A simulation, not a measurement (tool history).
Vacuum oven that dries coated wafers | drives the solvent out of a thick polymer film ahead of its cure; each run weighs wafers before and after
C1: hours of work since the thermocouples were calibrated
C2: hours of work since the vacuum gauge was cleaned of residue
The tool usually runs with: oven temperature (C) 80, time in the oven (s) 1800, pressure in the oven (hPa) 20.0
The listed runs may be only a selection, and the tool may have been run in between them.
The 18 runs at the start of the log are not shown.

{"run": 19, "hour": 211.2, "oven temperature (C)": 84, "time in the oven (s)": 2160, "pressure in the oven (hPa)": 22.8, "C1": 856, "C2": 160, "solvent left in the film (%)": 1.68}
{"run": 20, "hour": 221.2, "oven temperature (C)": 84, "time in the oven (s)": 2160, "pressure in the oven (hPa)": 22.8, "C1": 862, "C2": 166, "solvent left in the film (%)": 1.47}
{"run": 21, "hour": 231.6, "oven temperature (C)": 84, "time in the oven (s)": 2160, "pressure in the oven (hPa)": 22.8, "C1": 868, "C2": 171, "solvent left in the film (%)": 1.58}
{"run": 22, "hour": 246.6, "oven temperature (C)": 80, "time in the oven (s)": 2100, "pressure in the oven (hPa)": 35.5, "C1": 876, "C2": 180, "solvent left in the film (%)": 2.66}
{"run": 23, "hour": 256.6, "oven temperature (C)": 80, "time in the oven (s)": 2100, "pressure in the oven (hPa)": 35.5, "C1": 882, "C2": 185, "solvent left in the film (%)": 2.77}
{"run": 24, "hour": 269.6, "oven temperature (C)": 89, "time in the oven (s)": 1020, "pressure in the oven (hPa)": 19.9, "C1": 889, "C2": 192, "solvent left in the film (%)": 2.53}
{"run": 25, "hour": 283.2, "oven temperature (C)": 80, "time in the oven (s)": 1800, "pressure in the oven (hPa)": 37.0, "C1": 896, "C2": 200, "solvent left in the film (%)": 3.21}
{"run": 26, "hour": 298.6, "oven temperature (C)": 66, "time in the oven (s)": 1800, "pressure in the oven (hPa)": 15.2, "C1": 905, "C2": 209, "solvent left in the film (%)": 6.37}
{"run": 27, "hour": 314.1, "oven temperature (C)": 94, "time in the oven (s)": 1800, "pressure in the oven (hPa)": 11.8, "C1": 914, "C2": 217, "solvent left in the film (%)": 0.53}
{"run": 28, "hour": 321.3, "oven temperature (C)": 86, "time in the oven (s)": 1200, "pressure in the oven (hPa)": 11.8, "C1": 918, "C2": 221, "solvent left in the film (%)": 2.61}
{"run": 29, "hour": 337.1, "oven temperature (C)": 86, "time in the oven (s)": 1200, "pressure in the oven (hPa)": 11.8, "C1": 926, "C2": 230, "solvent left in the film (%)": 2.66}
{"run": 30, "hour": 348.9, "oven temperature (C)": 70, "time in the oven (s)": 1200, "pressure in the oven (hPa)": 11.8, "C1": 933, "C2": 237, "solvent left in the film (%)": 6.48}
{"run": 31, "hour": 364.5, "oven temperature (C)": 86, "time in the oven (s)": 3120, "pressure in the oven (hPa)": 41.5, "C1": 942, "C2": 245, "solvent left in the film (%)": 1.11}
{"run": 32, "hour": 375.7, "oven temperature (C)": 80, "time in the oven (s)": 1800, "pressure in the oven (hPa)": 34.6, "C1": 948, "C2": 252, "solvent left in the film (%)": 3.11}
{"run": 33, "hour": 390.0, "oven temperature (C)": 92, "time in the oven (s)": 1380, "pressure in the oven (hPa)": 16.9, "C1": 956, "C2": 260, "solvent left in the film (%)": 1.15}

5 ways to go on from here, each from the tool as it stands after run 33. What would each give?
{"run": "A", "hour": 402.2, "oven temperature (C)": 80, "time in the oven (s)": 1800, "pressure in the oven (hPa)": 20.0, "C1": 963, "C2": 266, "solvent left in the film (%)": "?"}
{"run": "B", "hour": 402.2, "oven temperature (C)": 80, "time in the oven (s)": 1560, "pressure in the oven (hPa)": 16.4, "C1": 963, "C2": 266, "solvent left in the film (%)": "?"}
{"run": "C", "hour": 402.2, "oven temperature (C)": 78, "time in the oven (s)": 1680, "pressure in the oven (hPa)": 59.3, "C1": 963, "C2": 266, "solvent left in the film (%)": "?"}
{"run": "D", "hour": 402.2, "oven temperature (C)": 68, "time in the oven (s)": 3000, "pressure in the oven (hPa)": 12.4, "C1": 963, "C2": 266, "solvent left in the film (%)": "?"}
{"run": "E", "hour": 402.2, "oven temperature (C)": 80, "time in the oven (s)": 1800, "pressure in the oven (hPa)": 70.1, "C1": 963, "C2": 266, "solvent left in the film (%)": "?"}

run=A solvent_left_in_the_film_(%)=2.81
run=B solvent_left_in_the_film_(%)=3.24
run=C solvent_left_in_the_film_(%)=4.48
run=D solvent_left_in_the_film_(%)=4.09
run=E solvent_left_in_the_film_(%)=3.91
Without the tool's hidden state the same runs would have given:
run=A solvent_left_in_the_film_(%)=2.46
run=B solvent_left_in_the_film_(%)=2.88
run=C solvent_left_in_the_film_(%)=4.10
run=D solvent_left_in_the_film_(%)=3.68
run=E solvent_left_in_the_film_(%)=3.55
